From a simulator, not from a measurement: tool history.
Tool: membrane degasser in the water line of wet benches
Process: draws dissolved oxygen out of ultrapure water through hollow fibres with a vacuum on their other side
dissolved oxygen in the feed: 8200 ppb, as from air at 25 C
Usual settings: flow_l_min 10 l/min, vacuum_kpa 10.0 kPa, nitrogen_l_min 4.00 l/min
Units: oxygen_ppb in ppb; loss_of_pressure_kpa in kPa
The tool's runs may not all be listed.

run	hour	flow_l_min	vacuum_kpa	nitrogen_l_min	oxygen_ppb	loss_of_pressure_kpa
1	0.0	10	10.0	4.00	179.4	38.19
2	101.2	10	10.0	4.00	183.4	38.36
3	172.9	10	10.0	4.00	183.7	38.04
4	263.4	10	10.0	4.00	182.2	38.04
5	345.8	10	10.0	4.00	185.8	38.22
6	411.4	10	10.0	4.00	182.7	38.34
7	537.0	10	10.0	4.00	186.2	38.47
8	607.7	10	9.7	4.00	181.9	37.98
9	710.7	14	10.0	4.00	270.8	53.63
10	805.4	10	10.0	4.00	186.4	38.62
11	890.6	10	10.0	4.00	186.2	38.43
12	1024.1	10	10.0	4.00	189.4	38.61
13	1136.0	10	10.0	4.00	187.9	38.42
14	1270.0	10	10.0	4.00	190.1	38.28
15	1330.6	10	10.0	4.00	189.4	38.32
16	1394.6	10	10.0	4.00	188.0	38.89
17	1515.4	10	10.0	4.00	189.0	38.71
18	1613.8	10	10.0	4.00	193.7	38.35
19	1742.9	11	10.0	10.47	188.3	42.42
20	1873.9	13	9.8	6.23	238.1	50.54
21	2006.6	13	10.8	4.55	253.8	50.31
22	2092.2	13	17.2	4.87	304.2	50.37
23	2191.0	13	17.2	5.67	276.2	50.44
24	2309.2	6	6.0	5.66	84.3	23.27
25	2389.0	10	6.0	6.25	161.3	39.05
26	2481.6	10	6.0	2.51	183.7	38.72
27	2591.5	10	15.4	5.15	214.5	38.92
28	2672.1	14	9.7	8.96	257.1	55.06
29	2738.4	14	9.7	8.96	250.2	54.51
# hour 2811.0: seals of the vacuum lines changed
30	2857.8	11	13.2	6.45	210.5	43.12
31	2949.4	11	13.2	6.45	218.0	43.02

Some steps in oxygen_ppb between neighbouring runs. How much of each would the tool show without its hidden state too (settings, what came in, random variation), and how much is left for the hidden state, with any gauge scatter that isn't in both results?
The hidden state here: membrane still open, %; true pressure behind the membrane over the reading, kPa; air that leaks in behind the membrane, l/min; drift of the gauge itself on oxygen_ppb, %; drift of the gauge itself on loss_of_pressure_kpa, %.
Run 8 -> 9: flow_l_min 10 -> 14, vacuum_kpa 9.7 -> 10.0. oxygen_ppb +88.9 ppb: hidden state +3.6, all else +85.3.
Run 9 -> 10: flow_l_min 14 -> 10. oxygen_ppb -84.4 ppb: hidden state -2.3, all else -82.1.
Run 23 -> 24: flow_l_min 13 -> 6, vacuum_kpa 17.2 -> 6.0, nitrogen_l_min 5.67 -> 5.66. oxygen_ppb -191.9 ppb: hidden state -12.1, all else -179.8.
Run 24 -> 25: flow_l_min 6 -> 10, nitrogen_l_min 5.66 -> 6.25. oxygen_ppb +77.0 ppb: hidden state +7.1, all else +69.9.
Run 29 -> 30: flow_l_min 14 -> 11, vacuum_kpa 9.7 -> 13.2, nitrogen_l_min 8.96 -> 6.45, seals of the vacuum lines changed. oxygen_ppb -39.7 ppb: hidden state -4.9, all else -34.8.
